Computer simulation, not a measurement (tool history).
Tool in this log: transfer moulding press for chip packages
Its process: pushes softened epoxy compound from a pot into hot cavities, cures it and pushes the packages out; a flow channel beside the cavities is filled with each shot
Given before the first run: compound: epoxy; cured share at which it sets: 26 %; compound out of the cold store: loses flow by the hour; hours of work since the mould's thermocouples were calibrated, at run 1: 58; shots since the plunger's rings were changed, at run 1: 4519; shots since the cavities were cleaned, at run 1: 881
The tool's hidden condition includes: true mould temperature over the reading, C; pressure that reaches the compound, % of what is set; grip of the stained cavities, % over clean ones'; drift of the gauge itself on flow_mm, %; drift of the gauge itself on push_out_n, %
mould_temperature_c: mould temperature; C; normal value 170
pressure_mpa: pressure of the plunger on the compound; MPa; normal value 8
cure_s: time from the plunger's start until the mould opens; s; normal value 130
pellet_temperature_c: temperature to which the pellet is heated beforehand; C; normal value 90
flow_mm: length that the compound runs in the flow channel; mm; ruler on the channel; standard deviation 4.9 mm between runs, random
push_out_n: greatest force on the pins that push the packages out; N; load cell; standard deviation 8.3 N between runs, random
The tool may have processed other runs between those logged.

run	hour	mould_temperature_c	pressure_mpa	cure_s	pellet_temperature_c	hours of work since the mould's thermocouples were calibrated	shots since the plunger's rings were changed	shots since the cavities were cleaned	incoming compound's hours out of the cold store	flow_mm	push_out_n
1	0	170	8	130	90	58	4519	881	39.5	564	376
# hour 18.6: cavities cleaned with cleaning compound and waxed
2	47.1	170	8	130	90	88	4982	290	32.3	573	370
# hour 65.8: plunger's sealing rings changed
# hour 123.7: cavities cleaned with cleaning compound and waxed
3	142.7	170	8	130	90	149	765	192	17.9	612	377
4	195.5	170	8	123	90	184	1301	728	29.3	582	391
# hour 227.1: cavities cleaned with cleaning compound and waxed
5	240.4	170	8	123	90	213	1742	135	19.6	609	401
6	282.5	170	8	123	91	241	2170	563	9.2	635	397
# hour 327.2: cavities cleaned with cleaning compound and waxed
7	376.7	170	8	123	91	303	3110	502	17.6	607	400
# hour 425.1: cavities cleaned with cleaning compound and waxed
8	443.9	170	9.86	123	91	347	3777	190	26.5	651	400
9	520.2	170	9.86	123	91	398	4552	965	10.4	701	396
# hour 529.7: cavities cleaned with cleaning compound and waxed
# hour 579.5: plunger's sealing rings changed
10	605.3	170	8	130	90	452	262	742	20.5	604	375
# hour 631.8: cavities cleaned with cleaning compound and waxed
11	692.3	170	8	130	90	509	1130	614	46.7	538	373
# hour 732.8: cavities cleaned with cleaning compound and waxed
12	744	170	8	125	90	542	1639	113	23.4	598	388
13	826.6	170	8	123	90	597	2478	952	42.3	545	384
# hour 834.8: cavities cleaned with cleaning compound and waxed
14	907.8	170	8	123	90	650	3287	740	16.8	619	388
# hour 936.4: cavities cleaned with cleaning compound and waxed
15	964.4	170	8	123	95	687	3847	285	30.9	577	379
16	1007.4	170	8	123	95	716	4283	721	16.5	612	388
# hour 1041: cavities cleaned with cleaning compound and waxed
17	1084.6	170	8	123	95	766	5051	442	39.8	544	377
# hour 1093.1: mould's thermocouples calibrated
# hour 1095.6: plunger's sealing rings changed
18	1136.9	175	8	123	89	28	419	928	28.3	573	349
# hour 1142.6: cavities cleaned with cleaning compound and waxed
19	1229.4	173	8	130	81	88	1343	881	33.5	565	357
# hour 1241.5: cavities cleaned with cleaning compound and waxed
20	1296.9	173	8	130	81	132	2013	562	30.7	568	363
# hour 1342.1: cavities cleaned with cleaning compound and waxed
21	1378.3	173	8	130	81	185	2823	366	25.7	577	360
# hour 1446.7: cavities cleaned with cleaning compound and waxed
22	1472.2	173	9.49	140	86	247	3762	259	29.1	621	344
# hour 1545.7: cavities cleaned with cleaning compound and waxed
23	1567.8	165	7.24	116	86	310	4717	224	35.7	552	511
# hour 1614.2: plunger's sealing rings changed
# hour 1651.4: cavities cleaned with cleaning compound and waxed
24	1661.1	167	8.97	146	85	369	461	98	46.7	575	362
25	1729.7	175	9.54	130	90	415	1158	795	23.7	645	355

3 ways to go on from here, each from the tool as it stands after run 25. What would each give?
# hour 1750.8: cavities cleaned with cleaning compound and waxed
A	1803.8	175	8.25	130	86	463	1895	538	24.5	?	?
# hour 1750.8: cavities cleaned with cleaning compound and waxed
B	1803.8	164	8	119	87	463	1895	538	21.5	?	?
# hour 1750.8: cavities cleaned with cleaning compound and waxed
C	1803.8	170	8	113	93	463	1895	538	15.4	?	?

run	flow_mm	push_out_n
A	581	350
B	634	560
C	626	445
The same runs, with their run-to-run variation unchanged, on a tool lacking any hidden condition would have given:
run	flow_mm	push_out_n
A	581	348
B	634	557
C	626	443
